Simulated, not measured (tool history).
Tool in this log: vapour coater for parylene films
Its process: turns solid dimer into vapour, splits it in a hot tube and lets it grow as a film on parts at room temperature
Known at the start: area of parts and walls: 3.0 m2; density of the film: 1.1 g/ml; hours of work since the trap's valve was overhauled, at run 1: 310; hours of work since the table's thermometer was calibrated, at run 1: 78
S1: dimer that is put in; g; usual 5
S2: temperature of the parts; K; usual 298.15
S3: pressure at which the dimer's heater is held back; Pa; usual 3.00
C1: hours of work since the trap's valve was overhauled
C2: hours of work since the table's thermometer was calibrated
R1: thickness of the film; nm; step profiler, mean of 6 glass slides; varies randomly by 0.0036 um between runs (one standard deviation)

run 1 day=0.000 | S1=5 S2=298.15 S3=3.00 | C1=310 C2=78 | R1=1032
run 2 day=0.612 | S1=5 S2=298.15 S3=3.00 | C1=320 C2=88 | R1=1025
run 3 day=0.917 | S1=5 S2=298.15 S3=7.89 | C1=325 C2=93 | R1=813
run 4 day=1.325 | S1=5 S2=298.15 S3=7.89 | C1=331 C2=100 | R1=813
run 5 day=1.750 | S1=5 S2=298.15 S3=7.89 | C1=338 C2=106 | R1=818
run 6 day=2.033 | S1=5 S2=298.15 S3=10.64 | C1=343 C2=111 | R1=759
run 7 day=2.321 | S1=5 S2=298.15 S3=10.64 | C1=347 C2=115 | R1=758
run 8 day=2.588 | S1=5 S2=298.15 S3=10.64 | C1=351 C2=120 | R1=752
run 9 day=3.142 | S1=5 S2=298.15 S3=10.64 | C1=360 C2=128 | R1=755
run 10 day=3.654 | S1=5 S2=298.15 S3=10.64 | C1=368 C2=137 | R1=760
run 11 day=4.279 | S1=5 S2=298.15 S3=2.20 | C1=378 C2=146 | R1=1108
run 12 day=4.921 | S1=6 S2=303.15 S3=3.09 | C1=389 C2=157 | R1=968
run 13 day=5.367 | S1=6 S2=309.15 S3=3.23 | C1=396 C2=164 | R1=726
run 14 day=6.004 | S1=4 S2=300.15 S3=4.15 | C1=406 C2=174 | R1=687
run 15 day=6.488 | S1=3 S2=293.15 S3=5.46 | C1=413 C2=182 | R1=664
run 16 day=7.083 | S1=3 S2=308.15 S3=5.46 | C1=423 C2=191 | R1=335

Alternative continuations, all from the tool just after run 16; predict every row:
run A day=7.604 | S1=2 S2=293.15 S3=4.86 | C1=431 C2=199 | R1=?
run B day=7.604 | S1=3 S2=308.15 S3=6.32 | C1=431 C2=199 | R1=?
run C day=7.604 | S1=7 S2=308.15 S3=7.08 | C1=431 C2=199 | R1=?

run=A R1=455
run=B R1=324
run=C R1=734
The same runs, with their run-to-run variation unchanged, on a tool lacking any hidden condition would have given:
run=A R1=486
run=B R1=347
run=C R1=785
